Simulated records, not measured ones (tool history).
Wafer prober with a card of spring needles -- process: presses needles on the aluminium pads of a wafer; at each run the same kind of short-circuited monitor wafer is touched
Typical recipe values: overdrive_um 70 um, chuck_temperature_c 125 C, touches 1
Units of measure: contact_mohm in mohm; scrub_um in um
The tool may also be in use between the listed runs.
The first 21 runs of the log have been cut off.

-- hour=192.2 tips cleaned on abrasive film
-- hour=200.1 tips cleaned on abrasive film
run 22 hour=201 | overdrive_um=76 chuck_temperature_c=42 touches=1 | contact_mohm=147 scrub_um=17.09
run 23 hour=207.3 | overdrive_um=51 chuck_temperature_c=51 touches=1 | contact_mohm=188 scrub_um=10.86
-- hour=208.2 tips cleaned on abrasive film
-- hour=215.7 tips cleaned on abrasive film
run 24 hour=217.1 | overdrive_um=51 chuck_temperature_c=51 touches=1 | contact_mohm=162 scrub_um=10.88
-- hour=223.9 tips cleaned on abrasive film
run 25 hour=229.3 | overdrive_um=51 chuck_temperature_c=51 touches=1 | contact_mohm=184 scrub_um=10.96
-- hour=231.5 tips cleaned on abrasive film
run 26 hour=237.4 | overdrive_um=89 chuck_temperature_c=100 touches=1 | contact_mohm=162 scrub_um=20.49
-- hour=239 tips cleaned on abrasive film
-- hour=246.6 tips cleaned on abrasive film
run 27 hour=248.7 | overdrive_um=68 chuck_temperature_c=47 touches=3 | contact_mohm=146 scrub_um=14.95
-- hour=255.2 tips cleaned on abrasive film
-- hour=263 tips cleaned on abrasive film
run 28 hour=263.3 | overdrive_um=63 chuck_temperature_c=41 touches=2 | contact_mohm=149 scrub_um=13.84
-- hour=270.6 tips cleaned on abrasive film
run 29 hour=274.8 | overdrive_um=55 chuck_temperature_c=62 touches=1 | contact_mohm=172 scrub_um=11.8
-- hour=278.1 tips cleaned on abrasive film
run 30 hour=284.3 | overdrive_um=83 chuck_temperature_c=125 touches=1 | contact_mohm=168 scrub_um=18.74
-- hour=285.7 tips cleaned on abrasive film
run 31 hour=290.7 | overdrive_um=83 chuck_temperature_c=57 touches=1 | contact_mohm=154 scrub_um=18.53

Each row is a separate what-if for the run after 31, all from the same tool condition, not one after another. Results?
-- hour=293.6 tips cleaned on abrasive film
-- hour=301 tips cleaned on abrasive film
run A hour=302 | overdrive_um=66 chuck_temperature_c=32 touches=1 | contact_mohm=? scrub_um=?
-- hour=293.6 tips cleaned on abrasive film
-- hour=301 tips cleaned on abrasive film
run B hour=302 | overdrive_um=59 chuck_temperature_c=125 touches=1 | contact_mohm=? scrub_um=?
-- hour=293.6 tips cleaned on abrasive film
-- hour=301 tips cleaned on abrasive film
run C hour=302 | overdrive_um=52 chuck_temperature_c=57 touches=2 | contact_mohm=? scrub_um=?
-- hour=293.6 tips cleaned on abrasive film
-- hour=301 tips cleaned on abrasive film
run D hour=302 | overdrive_um=83 chuck_temperature_c=89 touches=1 | contact_mohm=? scrub_um=?

run=A contact_mohm=146 scrub_um=14.64
run=B contact_mohm=165 scrub_um=12.67
run=C contact_mohm=154 scrub_um=10.86
run=D contact_mohm=154 scrub_um=18.63
What these runs would have given with no unlogged condition in the tool:
run=A contact_mohm=139 scrub_um=16.75
run=B contact_mohm=156 scrub_um=14.78
run=C contact_mohm=146 scrub_um=12.98
run=D contact_mohm=149 scrub_um=20.73
